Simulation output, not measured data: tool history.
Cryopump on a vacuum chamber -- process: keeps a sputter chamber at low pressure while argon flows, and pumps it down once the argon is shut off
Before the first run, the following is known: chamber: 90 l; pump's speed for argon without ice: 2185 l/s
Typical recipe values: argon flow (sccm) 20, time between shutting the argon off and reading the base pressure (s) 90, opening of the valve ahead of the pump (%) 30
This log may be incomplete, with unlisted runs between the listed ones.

run	hour	argon flow (sccm)	time between shutting the argon off and reading the base pressure (s)	opening of the valve ahead of the pump (%)	pressure while argon flows (Pa)	pressure after the wait (uPa)
1	0	20	90	30	0.0543	1.42
2	23.6	20	90	29	0.056	1.41
3	36.3	20	90	30	0.0545	1.48
4	58.5	19	90	30	0.0512	1.48
5	77.3	19	90	30	0.0517	1.49
6	88.3	19	90	30	0.0518	1.52
7	111.9	21	90	30	0.0569	1.52
8	122.6	20	90	18	0.0889	1.52
9	135	15	90	18	0.0664	1.5
10	147.1	20	90	30	0.0553	1.56
11	163.7	20	90	30	0.0549	1.51
12	182.7	20	90	30	0.0553	1.64
13	197.4	20	90	30	0.0549	1.57
14	209.2	20	90	30	0.0555	1.6
15	231.3	20	90	30	0.0554	1.62
16	247.2	20	90	30	0.0523	1.34
17	270	20	129	30	0.0516	1.21
18	281.8	20	129	30	0.051	1.24
19	293.2	25	296	30	0.0645	1.04
20	311.2	25	296	30	0.0645	0.99
21	324.1	14	90	30	0.0352	1.57
22	346.2	11	90	48	0.0184	1.47
23	356	8	159	48	0.0131	1.21
24	373.4	19	46	35	0.0426	2.06
25	388.6	9	118	34	0.0212	1.35
26	405.2	9	118	34	0.0209	1.35
27	420.9	9	118	34	0.0213	1.32
28	441.7	29	90	54	0.0429	1.52
29	462.2	29	90	54	0.0429	1.6
30	477.7	9	193	20	0.0354	1.23
31	496.2	15	193	29	0.0407	1.2
32	517.4	15	193	29	0.0413	1.27
33	531.2	15	193	29	0.0408	1.27
34	542	15	193	29	0.0416	1.32

Taken out of this log: 1 entry between the listed runs. Where each belongs, and how the hidden state differs across it:
Logged between run 15 and run 16: pump warmed up, emptied and cooled again (hour 246.9)
  pump's speed, % of a pump's without ice: 80 -> 99.7; leak into the chamber, uPa l/s: 1730 -> 1737
  measured less the result without the state, pressure while argon flows (Pa): +0.0039 -> +0.0001; pressure after the wait (uPa): +0.86 -> +0.64
